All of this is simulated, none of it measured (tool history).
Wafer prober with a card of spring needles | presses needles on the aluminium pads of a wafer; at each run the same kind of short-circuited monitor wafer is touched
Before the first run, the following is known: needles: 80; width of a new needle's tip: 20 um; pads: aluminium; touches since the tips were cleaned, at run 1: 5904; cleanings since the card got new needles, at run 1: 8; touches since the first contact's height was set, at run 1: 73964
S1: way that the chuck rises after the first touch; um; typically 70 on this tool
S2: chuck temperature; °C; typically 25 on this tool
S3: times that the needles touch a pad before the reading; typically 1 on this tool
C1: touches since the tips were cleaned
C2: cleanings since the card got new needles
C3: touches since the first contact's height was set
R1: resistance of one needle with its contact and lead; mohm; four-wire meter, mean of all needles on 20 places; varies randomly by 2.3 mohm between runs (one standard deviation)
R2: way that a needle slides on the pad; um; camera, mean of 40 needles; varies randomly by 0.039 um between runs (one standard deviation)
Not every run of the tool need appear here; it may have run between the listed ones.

{"run": 1, "hour": 0.0, "S1": 70, "S2": 25, "S3": 1, "C1": 5904, "C2": 8, "C3": 73964, "R1": 258, "R2": 15.29}
{"hour": 2.5, "done": "tips cleaned on abrasive film"}
{"run": 2, "hour": 4.6, "S1": 70, "S2": 25, "S3": 1, "C1": 1081, "C2": 9, "C3": 76246, "R1": 259, "R2": 15.3}
{"run": 3, "hour": 11.0, "S1": 70, "S2": 25, "S3": 1, "C1": 4307, "C2": 9, "C3": 79472, "R1": 262, "R2": 15.26}
{"hour": 16.8, "done": "tips cleaned on abrasive film"}
{"run": 4, "hour": 18.2, "S1": 70, "S2": 25, "S3": 1, "C1": 729, "C2": 10, "C3": 83093, "R1": 262, "R2": 15.3}
{"run": 5, "hour": 25.3, "S1": 70, "S2": 25, "S3": 1, "C1": 4292, "C2": 10, "C3": 86656, "R1": 259, "R2": 15.26}
{"run": 6, "hour": 30.6, "S1": 70, "S2": 25, "S3": 1, "C1": 6978, "C2": 10, "C3": 89342, "R1": 261, "R2": 15.22}
{"hour": 31.4, "done": "tips cleaned on abrasive film"}
{"run": 7, "hour": 35.8, "S1": 70, "S2": 25, "S3": 1, "C1": 2194, "C2": 11, "C3": 91928, "R1": 260, "R2": 15.2}
{"run": 8, "hour": 39.7, "S1": 70, "S2": 25, "S3": 1, "C1": 4193, "C2": 11, "C3": 93927, "R1": 258, "R2": 15.24}
{"run": 9, "hour": 45.2, "S1": 70, "S2": 25, "S3": 1, "C1": 6979, "C2": 11, "C3": 96713, "R1": 260, "R2": 15.16}
{"hour": 45.8, "done": "tips cleaned on abrasive film"}
{"run": 10, "hour": 51.9, "S1": 70, "S2": 25, "S3": 1, "C1": 3090, "C2": 12, "C3": 100045, "R1": 262, "R2": 15.26}
{"run": 11, "hour": 58.7, "S1": 70, "S2": 25, "S3": 1, "C1": 6519, "C2": 12, "C3": 103474, "R1": 261, "R2": 15.19}
{"hour": 60.0, "done": "tips cleaned on abrasive film"}
{"run": 12, "hour": 63.6, "S1": 70, "S2": 25, "S3": 1, "C1": 1813, "C2": 13, "C3": 105918, "R1": 260, "R2": 15.13}
{"run": 13, "hour": 68.3, "S1": 70, "S2": 25, "S3": 3, "C1": 4209, "C2": 13, "C3": 108314, "R1": 258, "R2": 15.18}
{"run": 14, "hour": 72.2, "S1": 70, "S2": 42, "S3": 3, "C1": 6165, "C2": 13, "C3": 110270, "R1": 262, "R2": 15.23}
{"hour": 74.1, "done": "tips cleaned on abrasive film"}
{"run": 15, "hour": 80.1, "S1": 70, "S2": 42, "S3": 3, "C1": 3033, "C2": 14, "C3": 114222, "R1": 265, "R2": 15.16}
{"run": 16, "hour": 85.7, "S1": 70, "S2": 85, "S3": 1, "C1": 5867, "C2": 14, "C3": 117056, "R1": 274, "R2": 15.16}
{"hour": 88.2, "done": "tips cleaned on abrasive film"}
{"run": 17, "hour": 91.1, "S1": 70, "S2": 25, "S3": 1, "C1": 1477, "C2": 15, "C3": 119751, "R1": 258, "R2": 15.16}

Estimate the outcome of run 18 from the log above:
{"run": 18, "hour": 99.9, "S1": 70, "S2": 25, "S3": 2, "C1": 5928, "C2": 15, "C3": 124202, "R1": "?", "R2": "?"}

R1: 260 mohm
R2: 15.16 um
On a tool with no hidden condition, and with the same random variation, this run would have come out at R1 260 mohm, R2 15.3 um.
